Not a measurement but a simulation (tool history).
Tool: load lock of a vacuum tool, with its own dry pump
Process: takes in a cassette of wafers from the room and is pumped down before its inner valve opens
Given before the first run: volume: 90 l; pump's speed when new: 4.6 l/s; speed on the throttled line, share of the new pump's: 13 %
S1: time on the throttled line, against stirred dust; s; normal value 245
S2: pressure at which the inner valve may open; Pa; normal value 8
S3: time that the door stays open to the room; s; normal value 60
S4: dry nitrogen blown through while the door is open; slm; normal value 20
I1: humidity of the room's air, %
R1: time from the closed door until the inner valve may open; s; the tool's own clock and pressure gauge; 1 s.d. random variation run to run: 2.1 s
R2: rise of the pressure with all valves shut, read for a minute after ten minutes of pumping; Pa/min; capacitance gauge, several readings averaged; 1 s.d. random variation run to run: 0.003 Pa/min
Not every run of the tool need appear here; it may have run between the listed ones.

Run 1, hour 0: usual settings; I1 42.9. Result: R1 422.4 s, R2 0.295 Pa/min.
Run 2, hour 209.7: usual settings; I1 45.2. Result: R1 425.5 s, R2 0.304 Pa/min.
Run 3, hour 395.6: usual settings but S4 26 slm; I1 46.4. Result: R1 423.9 s, R2 0.296 Pa/min.
Run 4, hour 767.6: usual settings but S1 332 s; I1 43.9. Result: R1 501.6 s, R2 0.32 Pa/min.
Run 5, hour 1103.5: usual settings but S1 332 s; I1 44.9. Result: R1 497.1 s, R2 0.318 Pa/min.
Run 6, hour 1509.1: usual settings but S1 332 s; I1 45.4. Result: R1 502.4 s, R2 0.342 Pa/min.
Run 7, hour 1783.8: usual settings but S1 332 s; I1 44.2. Result: R1 505.4 s, R2 0.339 Pa/min.
Run 8, hour 2015.8: usual settings but S1 332 s; I1 48.4. Result: R1 499.2 s, R2 0.35 Pa/min.
Run 9, hour 2359.2: usual settings; I1 47. Result: R1 427.4 s, R2 0.359 Pa/min.
Run 10, hour 2572.8: usual settings but S1 306 s, S3 166 s, S4 8 slm; I1 45.9. Result: R1 482.7 s, R2 0.381 Pa/min.

What does the tool deliver on the next run?
At hour 2746.4: dry pump taken out, an overhauled one fitted.
Run 11, hour 2855.1: usual settings but S1 401 s, S3 53 s, S4 8 slm; I1 44.4. Result: R1 ?, R2 ?.

Run 11 gave R1 527.3 s, R2 0.373 Pa/min.
Without the tool's hidden state the same run would have given R1 528.8 s, R2 0.009 Pa/min.
